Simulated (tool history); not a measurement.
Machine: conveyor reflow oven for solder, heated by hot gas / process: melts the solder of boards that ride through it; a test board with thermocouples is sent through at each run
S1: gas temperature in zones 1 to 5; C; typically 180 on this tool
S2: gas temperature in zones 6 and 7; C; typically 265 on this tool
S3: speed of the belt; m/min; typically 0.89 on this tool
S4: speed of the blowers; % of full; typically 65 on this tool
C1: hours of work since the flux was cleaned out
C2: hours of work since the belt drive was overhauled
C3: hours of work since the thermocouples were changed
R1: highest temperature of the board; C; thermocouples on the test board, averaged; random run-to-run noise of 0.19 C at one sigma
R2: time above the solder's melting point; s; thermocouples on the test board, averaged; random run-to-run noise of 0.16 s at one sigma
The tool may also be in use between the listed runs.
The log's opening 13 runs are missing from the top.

run	hour	S1	S2	S3	S4	C1	C2	C3	R1	R2
14	103	180	264	1.028	65	372	101	170	246.8	33.1
15	114.4	180	264	1.028	56	376	106	175	245.6	32.4
16	125.9	178	265	0.898	77	381	111	180	253.1	42
17	137.8	178	265	0.898	77	386	116	185	253.1	42
18	147.9	180	265	0.89	87	390	120	189	254.7	43.4
19	153.5	180	265	0.89	87	393	123	192	254.2	43.7
# hour 160.6: flux residue cleaned out of gas plates and filters
20	164.4	191	265	0.89	87	2	125	194	257.2	48.4
21	171.1	171	276	0.89	87	4	128	197	265.4	46.1
22	177.1	180	261	0.89	65	7	130	199	250	41.8
23	182.9	187	260	0.906	80	9	133	202	251.5	44.1
24	189.5	187	260	0.906	80	12	136	205	251.2	44
25	194.8	187	260	0.906	80	14	138	207	251.6	44
26	202.9	180	265	0.89	52	18	141	210	252.1	42.1
27	213.2	180	275	0.731	65	22	146	215	267.2	59.8
28	218.6	168	275	0.731	65	24	148	217	266.5	56.1
29	224.1	168	275	0.731	52	27	150	219	264.6	55.6
30	229.6	168	275	0.731	52	29	152	221	264.5	55.2

Here are 4 independent what-if runs from the current tool condition. What would each one return?
A	235.1	193	275	0.925	56	31	155	224	?	?
B	235.1	188	257	0.714	52	31	155	224	?	?
C	235.1	169	275	0.731	59	31	155	224	?	?
D	235.1	180	265	0.89	65	31	155	224	?	?

run	R1	R2
A	262.5	48.2
B	250.8	56.4
C	265.8	56.3
D	253.6	43.4
Without the tool's hidden state the same runs would have given:
run	R1	R2
A	261.9	47.9
B	250	55.9
C	265.1	55.8
D	253	43.1
